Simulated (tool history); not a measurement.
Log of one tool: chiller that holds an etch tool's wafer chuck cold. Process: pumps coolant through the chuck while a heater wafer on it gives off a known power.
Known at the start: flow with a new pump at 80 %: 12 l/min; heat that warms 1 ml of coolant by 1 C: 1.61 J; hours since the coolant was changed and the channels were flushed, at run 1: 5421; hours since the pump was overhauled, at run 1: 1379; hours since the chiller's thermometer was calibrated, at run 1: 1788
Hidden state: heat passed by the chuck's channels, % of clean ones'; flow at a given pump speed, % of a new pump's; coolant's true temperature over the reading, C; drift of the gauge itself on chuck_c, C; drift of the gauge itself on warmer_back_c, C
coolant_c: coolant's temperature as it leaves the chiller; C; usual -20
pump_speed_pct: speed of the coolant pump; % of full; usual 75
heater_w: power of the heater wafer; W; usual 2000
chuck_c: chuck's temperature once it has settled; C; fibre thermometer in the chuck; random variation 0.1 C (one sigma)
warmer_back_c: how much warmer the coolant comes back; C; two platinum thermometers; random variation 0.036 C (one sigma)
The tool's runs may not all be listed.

run	hour	coolant_c	pump_speed_pct	heater_w	hours since the coolant was changed and the channels were flushed	hours since the pump was overhauled	hours since the chiller's thermometer was calibrated	chuck_c	warmer_back_c
1	0	-20	75	2000	5421	1379	1788	-2.2	6.76
2	18.8	-20	75	2000	5440	1398	1806	-2.4	6.77
3	36.3	-20	75	2000	5458	1416	1824	-2.2	6.68
4	67.8	-20	75	2000	5489	1447	1855	-2.4	6.72
5	90.2	-20	75	2000	5512	1469	1878	-2.1	6.71
6	114.1	-13	75	2000	5535	1493	1902	4.6	6.84
7	137.1	-20	75	2827	5558	1516	1925	5.2	9.51
8	165.1	-20	75	2000	5586	1544	1953	-2	6.75
9	192.5	-20	75	2000	5614	1572	1980	-2.3	6.74
10	221.4	-25	75	2000	5643	1601	2009	-7.4	6.64
11	247.4	-20	75	2000	5669	1627	2035	-2.4	6.7
12	263.5	-12	75	2000	5685	1643	2051	6	6.7
13	297.1	-12	75	2000	5718	1676	2085	6.2	6.68
14	317.3	-12	75	2000	5739	1697	2105	5.7	6.75
15	337.9	-12	75	2000	5759	1717	2126	5.9	6.77
16	358.1	-20	90	2000	5779	1737	2146	-4	5.66
17	385.5	-16	73	1640	5807	1765	2173	-1	5.67
18	403.2	-27	76	1431	5825	1782	2191	-14.1	4.73
19	423.1	-13	93	2202	5845	1802	2211	4.4	6.02
20	450.1	-23	74	2202	5872	1829	2238	-3.1	7.61
21	474.4	-20	83	1491	5896	1854	2262	-7.4	4.57
22	502.1	-28	75	1362	5923	1881	2290	-15.6	4.63
23	517.9	-20	91	1251	5939	1897	2306	-9.9	3.57
24	535.9	-21	75	2000	5957	1915	2324	-3	6.69
25	561.8	-21	75	2000	5983	1941	2350	-2.9	6.78
26	587.1	-19	67	1641	6009	1966	2375	-3.1	6.14
27	620.8	-13	75	2000	6042	2000	2408	5.1	6.81
28	636.8	-13	75	2000	6058	2016	2425	5	6.8
29	671.7	-13	75	2000	6093	2051	2459	5.1	6.79
30	694.4	-20	75	2900	6116	2074	2482	6.2	9.77
31	726.2	-20	75	2900	6148	2105	2514	6.2	9.84

Forecast each of these 3 alternatives for the next run:
A	751.7	-19	75	1462	6173	2131	2539	?	?
B	751.7	-20	86	1122	6173	2131	2539	?	?
C	751.7	-29	75	1403	6173	2131	2539	?	?

run	chuck_c	warmer_back_c
A	-5.8	4.97
B	-10.4	3.34
C	-16	4.84
Without the tool's hidden state the same runs would have given:
run	chuck_c	warmer_back_c
A	-7.8	4.84
B	-12	3.25
C	-18	4.71
